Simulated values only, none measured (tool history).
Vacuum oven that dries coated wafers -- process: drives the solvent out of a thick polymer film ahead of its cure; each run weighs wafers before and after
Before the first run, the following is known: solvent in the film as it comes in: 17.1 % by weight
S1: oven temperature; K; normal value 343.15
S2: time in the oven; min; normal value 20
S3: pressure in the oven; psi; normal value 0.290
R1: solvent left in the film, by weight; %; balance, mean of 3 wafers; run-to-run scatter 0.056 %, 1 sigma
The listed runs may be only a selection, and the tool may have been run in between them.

| run | hour | S1 | S2 | S3 | R1 |
|---|---|---|---|---|---|
| 1 | 0.0 | 343.15 | 20 | 0.290 | 2.75 |
| 2 | 18.0 | 343.15 | 20 | 0.290 | 2.63 |
| 3 | 31.2 | 343.15 | 20 | 0.290 | 2.74 |
| 4 | 46.7 | 343.15 | 20 | 0.290 | 2.82 |
| 5 | 69.6 | 343.15 | 20 | 0.290 | 2.69 |
| 6 | 92.8 | 343.15 | 15 | 0.290 | 3.83 |
| 7 | 107.0 | 343.15 | 15 | 0.290 | 3.68 |
| 8 | 126.7 | 343.15 | 15 | 0.290 | 3.81 |
| 9 | 142.1 | 343.15 | 15 | 0.290 | 3.63 |
| 10 | 162.9 | 343.15 | 15 | 0.290 | 3.81 |
| 11 | 177.6 | 343.15 | 20 | 0.290 | 2.77 |
| 12 | 198.7 | 343.15 | 20 | 0.290 | 2.72 |
| 13 | 215.6 | 343.15 | 20 | 0.290 | 2.73 |
| 14 | 228.3 | 343.15 | 20 | 0.290 | 2.71 |
| 15 | 253.0 | 343.15 | 20 | 0.290 | 2.63 |
| 16 | 264.0 | 343.15 | 20 | 0.290 | 2.80 |
| 17 | 274.5 | 331.15 | 23 | 0.335 | 7.63 |
| 18 | 288.2 | 331.15 | 23 | 1.027 | 10.72 |

What will run 19 give?
| 19 | 309.1 | 331.15 | 23 | 1.027 | ? |

{"run 19": {"R1": 10.72}}
With the hidden condition absent and the run-to-run variation left alone, this run would have shown R1 10.44 %.

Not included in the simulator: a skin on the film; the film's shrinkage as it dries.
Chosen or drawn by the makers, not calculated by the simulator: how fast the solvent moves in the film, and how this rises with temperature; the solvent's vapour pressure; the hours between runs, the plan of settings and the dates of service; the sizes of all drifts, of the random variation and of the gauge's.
